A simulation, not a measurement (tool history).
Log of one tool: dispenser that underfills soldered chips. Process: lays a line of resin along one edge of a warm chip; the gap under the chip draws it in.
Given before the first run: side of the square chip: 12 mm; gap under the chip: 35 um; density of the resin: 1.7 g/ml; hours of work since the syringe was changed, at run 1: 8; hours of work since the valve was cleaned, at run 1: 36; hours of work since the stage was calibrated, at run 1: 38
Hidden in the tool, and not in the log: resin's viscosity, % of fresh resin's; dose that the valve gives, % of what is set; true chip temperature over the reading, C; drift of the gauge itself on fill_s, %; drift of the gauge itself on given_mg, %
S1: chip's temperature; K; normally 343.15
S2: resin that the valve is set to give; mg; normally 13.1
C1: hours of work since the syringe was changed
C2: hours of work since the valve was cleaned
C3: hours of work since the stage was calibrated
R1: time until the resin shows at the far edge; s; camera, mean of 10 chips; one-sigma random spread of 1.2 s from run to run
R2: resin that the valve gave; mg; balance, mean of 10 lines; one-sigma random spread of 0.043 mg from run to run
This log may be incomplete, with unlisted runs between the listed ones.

| run | day | S1 | S2 | C1 | C2 | C3 | R1 | R2 |
|---|---|---|---|---|---|---|---|---|
| 1 | 0 | 343.15 | 13.1 | 8 | 36 | 38 | 173.9 | 12.8 |
|  | 0.117 | new syringe of resin |
| 2 | 0.117 | 343.15 | 13.1 | 0 | 38 | 40 | 118 | 12.84 |
| 3 | 0.221 | 343.15 | 13.1 | 2 | 40 | 42 | 126.5 | 12.86 |
| 4 | 0.388 | 343.15 | 13.1 | 5 | 43 | 45 | 148.4 | 12.79 |
| 5 | 0.592 | 343.15 | 13.1 | 8 | 46 | 48 | 176.9 | 12.79 |
|  | 0.688 | new syringe of resin |
| 6 | 0.771 | 352.15 | 13.1 | 1 | 49 | 51 | 76.7 | 12.75 |
| 7 | 0.888 | 352.15 | 13.1 | 3 | 51 | 53 | 82.7 | 12.71 |
| 8 | 1.079 | 343.15 | 16.2 | 7 | 54 | 56 | 156.5 | 15.75 |
| 9 | 1.192 | 343.15 | 13.1 | 9 | 56 | 58 | 175.9 | 12.63 |
|  | 1.262 | new syringe of resin |
| 10 | 1.35 | 338.15 | 13.1 | 1 | 58 | 61 | 163.7 | 12.6 |
| 11 | 1.504 | 348.15 | 13.1 | 4 | 61 | 63 | 107.5 | 12.64 |
| 12 | 1.675 | 343.15 | 13.1 | 7 | 64 | 66 | 161.8 | 12.55 |
|  | 1.838 | new syringe of resin |
| 13 | 1.9 | 343.15 | 12.7 | 1 | 67 | 70 | 120.7 | 12.26 |
| 14 | 2.042 | 337.15 | 12.7 | 3 | 70 | 72 | 187 | 12.17 |
| 15 | 2.221 | 343.15 | 13.1 | 6 | 73 | 75 | 154.7 | 12.52 |
| 16 | 2.317 | 343.15 | 13.1 | 8 | 74 | 77 | 171.9 | 12.54 |
|  | 2.408 | new syringe of resin |
| 17 | 2.512 | 334.15 | 13.1 | 2 | 78 | 80 | 209.5 | 12.53 |
| 18 | 2.725 | 334.15 | 13.1 | 5 | 81 | 83 | 249.6 | 12.5 |
| 19 | 2.846 | 332.15 | 15.3 | 7 | 83 | 85 | 312.1 | 14.54 |
|  | 2.983 | new syringe of resin |
| 20 | 3.05 | 343.15 | 12.2 | 1 | 86 | 89 | 121.4 | 11.62 |
| 21 | 3.233 | 340.15 | 16.6 | 4 | 89 | 92 | 165.4 | 15.8 |
| 22 | 3.358 | 340.15 | 16.6 | 6 | 92 | 94 | 181.2 | 15.69 |
|  | 3.546 | new syringe of resin |
| 23 | 3.6 | 340.15 | 16.6 | 1 | 95 | 98 | 136.3 | 15.75 |
| 24 | 3.812 | 340.15 | 16.6 | 5 | 99 | 101 | 164.4 | 15.69 |
| 25 | 3.975 | 340.15 | 11.1 | 7 | 102 | 104 | 203.8 | 10.37 |
|  | 4.112 | new syringe of resin |
| 26 | 4.183 | 340.15 | 11.1 | 1 | 105 | 107 | 151.2 | 10.46 |
| 27 | 4.388 | 332.15 | 13.1 | 5 | 109 | 111 | 264 | 12.35 |
| 28 | 4.542 | 332.15 | 13.1 | 7 | 111 | 113 | 311.8 | 12.16 |
| 29 | 4.658 | 332.15 | 13.1 | 9 | 113 | 115 | 334.6 | 12.22 |
|  | 4.688 | new syringe of resin |
|  | 4.762 | dispensing valve cleaned and set on the balance |
| 30 | 4.896 | 339.15 | 12.7 | 3 | 2 | 119 | 161.2 | 12.79 |
| 31 | 5.079 | 339.15 | 12.7 | 6 | 5 | 122 | 188.5 | 12.63 |
| 32 | 5.225 | 339.15 | 12.7 | 8 | 8 | 124 | 211.5 | 12.67 |
|  | 5.3 | new syringe of resin |
| 33 | 5.396 | 357.15 | 13.2 | 2 | 10 | 127 | 59.6 | 13.05 |
| 34 | 5.5 | 357.15 | 13.2 | 3 | 12 | 129 | 65.7 | 13.12 |

How the hidden state differs across the entries between the runs, from the last listed run before each to the first after it:
From run 1 to run 2: new syringe of resin (day 0.117)
  resin's viscosity, % of fresh resin's: 146.2 -> 101; dose that the valve gives, % of what is set: 97.9 -> 97.8; true chip temperature over the reading, C: 0.71 -> 0.72
  measured less the result without the state, R1: +50.7 -> -3.1 s; R2: -0.27 -> -0.29 mg
From run 5 to run 6: new syringe of resin (day 0.688)
  resin's viscosity, % of fresh resin's: 152.5 -> 106.4; dose that the valve gives, % of what is set: 97.32 -> 97.16; true chip temperature over the reading, C: 0.78 -> 0.81
  measured less the result without the state, R1: +56.4 -> +1.9 s; R2: -0.35 -> -0.37 mg
From run 9 to run 10: new syringe of resin (day 1.262)
  resin's viscosity, % of fresh resin's: 153.3 -> 107.3; dose that the valve gives, % of what is set: 96.72 -> 96.58; true chip temperature over the reading, C: 0.87 -> 0.89
  measured less the result without the state, R1: +56.5 -> +4.3 s; R2: -0.43 -> -0.44 mg
From run 12 to run 13: new syringe of resin (day 1.838)
  resin's viscosity, % of fresh resin's: 142.6 -> 104.4; dose that the valve gives, % of what is set: 96.24 -> 96.01; true chip temperature over the reading, C: 0.93 -> 0.95
  measured less the result without the state, R1: +43.1 -> -0.1 s; R2: -0.49 -> -0.51 mg
From run 16 to run 17: new syringe of resin (day 2.408)
  resin's viscosity, % of fresh resin's: 150.2 -> 111.5; dose that the valve gives, % of what is set: 95.6 -> 95.43; true chip temperature over the reading, C: 1.01 -> 1.04
  measured less the result without the state, R1: +52 -> +11.6 s; R2: -0.57 -> -0.6 mg
From run 19 to run 20: new syringe of resin (day 2.983)
  resin's viscosity, % of fresh resin's: 148.7 -> 106.9; dose that the valve gives, % of what is set: 95.09 -> 94.88; true chip temperature over the reading, C: 1.08 -> 1.11
  measured less the result without the state, R1: +89.5 -> +2.3 s; R2: -0.75 -> -0.63 mg
From run 22 to run 23: new syringe of resin (day 3.546)
  resin's viscosity, % of fresh resin's: 139.5 -> 105; dose that the valve gives, % of what is set: 94.56 -> 94.34; true chip temperature over the reading, C: 1.15 -> 1.18
  measured less the result without the state, R1: +43.3 -> -1.9 s; R2: -0.91 -> -0.94 mg
From run 25 to run 26: new syringe of resin (day 4.112)
  resin's viscosity, % of fresh resin's: 145.5 -> 107.5; dose that the valve gives, % of what is set: 93.96 -> 93.77; true chip temperature over the reading, C: 1.23 -> 1.26
  measured less the result without the state, R1: +57.1 -> +3.8 s; R2: -0.66 -> -0.69 mg
From run 29 to run 30: new syringe of resin (day 4.688); dispensing valve cleaned and set on the balance (day 4.762)
  resin's viscosity, % of fresh resin's: 162.5 -> 115.1; dose that the valve gives, % of what is set: 93.27 -> 100.04; true chip temperature over the reading, C: 1.32 -> 1.35
  measured less the result without the state, R1: +115 -> +10.2 s; R2: -0.88 -> +0 mg
From run 32 to run 33: new syringe of resin (day 5.3)
  resin's viscosity, % of fresh resin's: 153 -> 110.1; dose that the valve gives, % of what is set: 99.7 -> 99.55; true chip temperature over the reading, C: 1.39 -> 1.42
  measured less the result without the state, R1: +62.4 -> +1.5 s; R2: -0.04 -> -0.06 mg
